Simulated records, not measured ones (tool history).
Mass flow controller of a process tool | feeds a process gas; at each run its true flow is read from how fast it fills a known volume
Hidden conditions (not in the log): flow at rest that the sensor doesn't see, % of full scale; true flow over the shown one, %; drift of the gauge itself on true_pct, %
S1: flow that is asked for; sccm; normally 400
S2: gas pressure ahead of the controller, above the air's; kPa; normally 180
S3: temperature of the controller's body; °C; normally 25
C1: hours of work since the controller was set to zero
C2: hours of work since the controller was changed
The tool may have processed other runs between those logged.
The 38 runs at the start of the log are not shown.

Run 39, hour 3646.8: usual settings but S1 668 sccm, S2 188 kPa; C1 600; C2 6198. Result: true flow (%) 98.29.
Run 40, hour 3758.3: usual settings but S3 37 °C; C1 678; C2 6276. Result: true flow (%) 97.75.
Run 41, hour 3875.1: usual settings but S3 37 °C; C1 760; C2 6357. Result: true flow (%) 97.74.
Run 42, hour 4001.7: usual settings but S3 37 °C; C1 848; C2 6446. Result: true flow (%) 97.63.
Run 43, hour 4117.1: usual settings but S1 328 sccm; C1 929; C2 6526. Result: true flow (%) 97.14.
Run 44, hour 4218.7: usual settings but S1 444 sccm, S2 278 kPa, S3 26 °C; C1 1000; C2 6597. Result: true flow (%) 97.11.
Run 45, hour 4316.7: usual settings but S1 132 sccm, S2 278 kPa, S3 26 °C; C1 1068; C2 6666. Result: true flow (%) 95.56.
Run 46, hour 4385.9: usual settings but S1 147 sccm, S3 20 °C; C1 1117; C2 6714. Result: true flow (%) 95.90.
Run 47, hour 4521.9: usual settings but S1 147 sccm, S3 20 °C; C1 1212; C2 6809. Result: true flow (%) 95.79.

Below are 3 alternative next runs, each starting from the tool's condition after run 47. Predict each:
Run A, hour 4578.2: usual settings but S1 162 sccm, S2 159 kPa, S3 27 °C; C1 1251; C2 6849. Result: true flow (%) ?.
Run B, hour 4578.2: usual settings but S1 208 sccm, S2 145 kPa, S3 27 °C; C1 1251; C2 6849. Result: true flow (%) ?.
Run C, hour 4578.2: usual settings but S1 270 sccm, S2 152 kPa, S3 40 °C; C1 1251; C2 6849. Result: true flow (%) ?.

run  true flow (%)
  A          96.26
  B          96.56
  C          97.27
With no hidden state in the tool, these same runs would have given:
run  true flow (%)
  A          98.10
  B          98.16
  C          98.67
